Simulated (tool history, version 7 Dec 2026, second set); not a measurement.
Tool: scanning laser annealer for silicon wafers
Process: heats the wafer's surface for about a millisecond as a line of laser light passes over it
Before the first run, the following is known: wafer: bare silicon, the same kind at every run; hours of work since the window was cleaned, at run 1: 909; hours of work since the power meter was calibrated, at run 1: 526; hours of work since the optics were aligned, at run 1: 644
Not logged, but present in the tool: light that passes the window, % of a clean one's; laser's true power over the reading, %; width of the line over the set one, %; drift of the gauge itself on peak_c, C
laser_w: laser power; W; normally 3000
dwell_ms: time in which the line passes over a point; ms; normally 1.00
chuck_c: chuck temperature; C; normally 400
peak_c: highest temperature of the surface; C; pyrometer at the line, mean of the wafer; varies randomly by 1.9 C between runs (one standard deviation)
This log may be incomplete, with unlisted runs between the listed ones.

| run | day | laser_w | dwell_ms | chuck_c | hours of work since the window was cleaned | hours of work since the power meter was calibrated | hours of work since the optics were aligned | peak_c |
|---|---|---|---|---|---|---|---|---|
| 1 | 0.000 | 3000 | 1.00 | 400 | 909 | 526 | 644 | 1142 |
| 2 | 1.704 | 2714 | 1.00 | 400 | 927 | 544 | 662 | 1066 |
|  | 3.504 | window over the wafer cleaned |
| 3 | 3.504 | 2714 | 1.00 | 400 | 0 | 563 | 681 | 1059 |
| 4 | 5.500 | 3075 | 1.00 | 400 | 21 | 584 | 702 | 1155 |
| 5 | 7.379 | 2576 | 1.00 | 400 | 42 | 604 | 722 | 1023 |
| 6 | 9.004 | 3000 | 1.00 | 400 | 59 | 622 | 739 | 1129 |
| 7 | 9.892 | 3000 | 1.00 | 400 | 68 | 631 | 749 | 1128 |
| 8 | 11.000 | 3000 | 1.00 | 400 | 80 | 643 | 761 | 1129 |
| 9 | 12.617 | 3000 | 1.00 | 400 | 98 | 660 | 778 | 1126 |
| 10 | 14.454 | 3000 | 1.00 | 400 | 117 | 680 | 798 | 1129 |
|  | 15.746 | window over the wafer cleaned, once more |
| 11 | 15.746 | 3000 | 1.00 | 400 | 0 | 693 | 811 | 1187 |
| 12 | 17.621 | 3000 | 1.00 | 400 | 20 | 713 | 831 | 1183 |
| 13 | 18.700 | 3000 | 1.00 | 370 | 32 | 725 | 843 | 1149 |
| 14 | 19.892 | 2879 | 0.90 | 416 | 44 | 738 | 855 | 1129 |
| 15 | 21.504 | 2879 | 0.90 | 416 | 62 | 755 | 873 | 1130 |
| 16 | 23.375 | 2943 | 0.93 | 374 | 82 | 775 | 893 | 1116 |
| 17 | 24.383 | 2612 | 0.97 | 362 | 93 | 786 | 903 | 1027 |
| 18 | 25.533 | 2612 | 0.97 | 362 | 105 | 798 | 916 | 1027 |

Predict the results of run 19:
| 19 | 26.671 | 3000 | 0.96 | 431 | 117 | 810 | 928 | ? |

{"run 19": {"peak_c": 1197}}
Had the tool carried no hidden state, the very same run would have given peak_c 1213 C.

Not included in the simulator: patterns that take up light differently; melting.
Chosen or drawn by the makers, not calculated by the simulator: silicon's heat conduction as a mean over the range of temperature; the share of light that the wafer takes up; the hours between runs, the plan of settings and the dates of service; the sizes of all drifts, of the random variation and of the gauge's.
